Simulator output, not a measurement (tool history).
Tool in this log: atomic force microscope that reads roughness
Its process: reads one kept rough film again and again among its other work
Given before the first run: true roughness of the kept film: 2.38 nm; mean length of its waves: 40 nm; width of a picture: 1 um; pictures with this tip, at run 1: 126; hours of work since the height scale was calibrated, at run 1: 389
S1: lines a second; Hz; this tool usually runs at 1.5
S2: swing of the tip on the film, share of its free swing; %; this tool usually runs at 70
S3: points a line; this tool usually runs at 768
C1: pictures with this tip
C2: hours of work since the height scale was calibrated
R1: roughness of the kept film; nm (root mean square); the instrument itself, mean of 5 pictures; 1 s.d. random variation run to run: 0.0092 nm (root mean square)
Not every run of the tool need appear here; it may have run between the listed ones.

Run 1, hour 0: usual settings; C1 126; C2 389. Result: R1 1.838 nm (root mean square).
At hour 22.6: new tip fitted.
Run 2, hour 30.6: usual settings; C1 14; C2 406. Result: R1 2.067 nm (root mean square).
Run 3, hour 50.5: usual settings; C1 50; C2 417. Result: R1 1.978 nm (root mean square).
Run 4, hour 74.1: usual settings; C1 92; C2 430. Result: R1 1.884 nm (root mean square).
Run 5, hour 97.8: usual settings but S1 0.79 Hz; C1 134; C2 443. Result: R1 1.893 nm (root mean square).
At hour 115.5: new tip fitted.
Run 6, hour 115.5: usual settings but S1 0.79 Hz; C1 0; C2 452. Result: R1 2.15 nm (root mean square).
Run 7, hour 134.1: usual settings but S1 0.79 Hz; C1 34; C2 462. Result: R1 2.095 nm (root mean square).
Run 8, hour 162.1: usual settings but S1 3.75 Hz; C1 84; C2 478. Result: R1 1.713 nm (root mean square).
Run 9, hour 189.4: usual settings but S1 3.75 Hz; C1 133; C2 493. Result: R1 1.623 nm (root mean square).
At hour 207.6: new tip fitted.
Run 10, hour 209.1: usual settings; C1 2; C2 504. Result: R1 2.065 nm (root mean square).
Run 11, hour 235.1: usual settings but S1 2.18 Hz; C1 49; C2 518. Result: R1 1.893 nm (root mean square).
Run 12, hour 261: usual settings but S3 362; C1 95; C2 532. Result: R1 1.868 nm (root mean square).
Run 13, hour 288.7: usual settings but S3 876; C1 145; C2 547. Result: R1 1.817 nm (root mean square).
At hour 301.9: new tip fitted.
Run 14, hour 316.7: usual settings but S3 876; C1 26; C2 563. Result: R1 2.037 nm (root mean square).
Run 15, hour 346.8: usual settings but S3 876; C1 80; C2 579. Result: R1 1.905 nm (root mean square).
Run 16, hour 377: usual settings but S3 876; C1 135; C2 596. Result: R1 1.809 nm (root mean square).
At hour 395.6: new tip fitted.
Run 17, hour 404.9: usual settings but S3 876; C1 17; C2 611. Result: R1 2.038 nm (root mean square).
Run 18, hour 421: usual settings but S3 876; C1 46; C2 620. Result: R1 1.982 nm (root mean square).
Run 19, hour 445.3: usual settings but S1 0.76 Hz; C1 89; C2 633. Result: R1 1.967 nm (root mean square).
Run 20, hour 465.2: usual settings but S1 2.6 Hz; C1 125; C2 644. Result: R1 1.727 nm (root mean square).
Run 21, hour 487.2: usual settings but S1 2.6 Hz; C1 164; C2 656. Result: R1 1.671 nm (root mean square).
At hour 489.5: new tip fitted.
Run 22, hour 500.4: usual settings but S1 2.6 Hz; C1 20; C2 663. Result: R1 1.931 nm (root mean square).
Run 23, hour 526.7: usual settings but S2 57 %; C1 67; C2 678. Result: R1 2.026 nm (root mean square).
Run 24, hour 543.8: usual settings but S2 57 %; C1 98; C2 687. Result: R1 1.963 nm (root mean square).
Run 25, hour 572.1: usual settings but S2 57 %; C1 148; C2 703. Result: R1 1.897 nm (root mean square).
At hour 582.6: new tip fitted.
Run 26, hour 598.4: usual settings; C1 29; C2 717. Result: R1 2 nm (root mean square).
Run 27, hour 616.7: usual settings but S2 74 %, S3 488; C1 62; C2 727. Result: R1 1.91 nm (root mean square).
Run 28, hour 646.8: usual settings but S1 1.65 Hz, S2 56 %, S3 531; C1 116; C2 744. Result: R1 1.943 nm (root mean square).
Run 29, hour 673.1: usual settings but S1 1.65 Hz, S2 67 %, S3 735; C1 163; C2 758. Result: R1 1.784 nm (root mean square).
At hour 675.6: new tip fitted.
Run 30, hour 699.9: usual settings but S1 1.65 Hz, S2 67 %, S3 735; C1 44; C2 773. Result: R1 1.998 nm (root mean square).
Run 31, hour 713.3: usual settings but S1 3.3 Hz, S3 700; C1 68; C2 780. Result: R1 1.773 nm (root mean square).
Run 32, hour 725.6: usual settings but S1 2.79 Hz, S3 700; C1 90; C2 787. Result: R1 1.783 nm (root mean square).
Run 33, hour 745: usual settings but S1 1.27 Hz, S3 700; C1 125; C2 797. Result: R1 1.858 nm (root mean square).
Run 34, hour 759.1: usual settings but S1 1.27 Hz, S3 700; C1 150; C2 805. Result: R1 1.825 nm (root mean square).
At hour 768.6: new tip fitted.
Run 35, hour 780.9: usual settings but S1 2.52 Hz, S2 68 %, S3 520; C1 22; C2 817. Result: R1 1.942 nm (root mean square).
Run 36, hour 795.7: usual settings but S1 2.52 Hz, S2 68 %, S3 520; C1 49; C2 825. Result: R1 1.875 nm (root mean square).
Run 37, hour 810.8: usual settings but S1 1.32 Hz, S2 66 %, S3 296; C1 76; C2 833. Result: R1 1.973 nm (root mean square).
Run 38, hour 826.6: usual settings but S1 1.1 Hz, S2 69 %; C1 104; C2 842. Result: R1 1.916 nm (root mean square).
Run 39, hour 841.7: usual settings but S1 1.1 Hz, S2 69 %; C1 131; C2 850. Result: R1 1.873 nm (root mean square).
At hour 862.2: new tip fitted.
Run 40, hour 863.1: usual settings but S1 3.59 Hz, S2 60 %, S3 829; C1 2; C2 862. Result: R1 2.007 nm (root mean square).
Run 41, hour 881.8: usual settings but S1 1.42 Hz, S2 69 %, S3 372; C1 35; C2 872. Result: R1 1.994 nm (root mean square).
Run 42, hour 906.9: usual settings but S1 1.96 Hz, S2 69 %, S3 460; C1 80; C2 886. Result: R1 1.863 nm (root mean square).
Run 43, hour 932.9: usual settings but S1 1.96 Hz, S2 69 %, S3 460; C1 127; C2 900. Result: R1 1.796 nm (root mean square).
At hour 956.2: new tip fitted.
Run 44, hour 962: usual settings but S1 1.96 Hz, S2 64 %, S3 750; C1 10; C2 916. Result: R1 2.052 nm (root mean square).
Run 45, hour 985.7: usual settings but S1 1.96 Hz, S2 65 %, S3 947; C1 53; C2 929. Result: R1 1.966 nm (root mean square).
Run 46, hour 1004.1: usual settings but S1 1.3 Hz, S2 78 %, S3 793; C1 86; C2 939. Result: R1 1.865 nm (root mean square).
Run 47, hour 1020.7: usual settings but S1 2.74 Hz, S3 420; C1 115; C2 949. Result: R1 1.739 nm (root mean square).
Run 48, hour 1045: usual settings but S1 2.74 Hz, S3 420; C1 159; C2 962. Result: R1 1.671 nm (root mean square).
At hour 1051: new tip fitted.
Run 49, hour 1059.5: usual settings but S1 2.74 Hz, S3 420; C1 15; C2 970. Result: R1 1.895 nm (root mean square).
Run 50, hour 1086.8: usual settings but S1 0.5 Hz, S3 350; C1 64; C2 985. Result: R1 2.035 nm (root mean square).
Run 51, hour 1112.7: usual settings but S3 710; C1 111; C2 999. Result: R1 1.835 nm (root mean square).

Some steps in R1 between neighbouring runs. How much of each would the tool show without its hidden state too (settings, what came in, random variation), and how much is left for the hidden state, with any gauge scatter that isn't in both results?
Hidden conditions of the tool in this case: radius of the tip, nm; height scale over the true one, %; drift of the gauge itself on roughness_nm, %.
Run 5 -> 6: new tip fitted. R1 +0.257 nm (root mean square): hidden state +0.251, all else +0.006.
Run 7 -> 8: S1 0.79 -> 3.75. R1 -0.382 nm (root mean square): hidden state -0.069, all else -0.313.
Run 9 -> 10: S1 3.75 -> 1.5, new tip fitted. R1 +0.442 nm (root mean square): hidden state +0.21, all else +0.232.
Run 21 -> 22: new tip fitted. R1 +0.26 nm (root mean square): hidden state +0.246, all else +0.014.
Run 34 -> 35: S1 1.27 -> 2.52, S2 70 -> 68, S3 700 -> 520, new tip fitted. R1 +0.117 nm (root mean square): hidden state +0.232, all else -0.115.
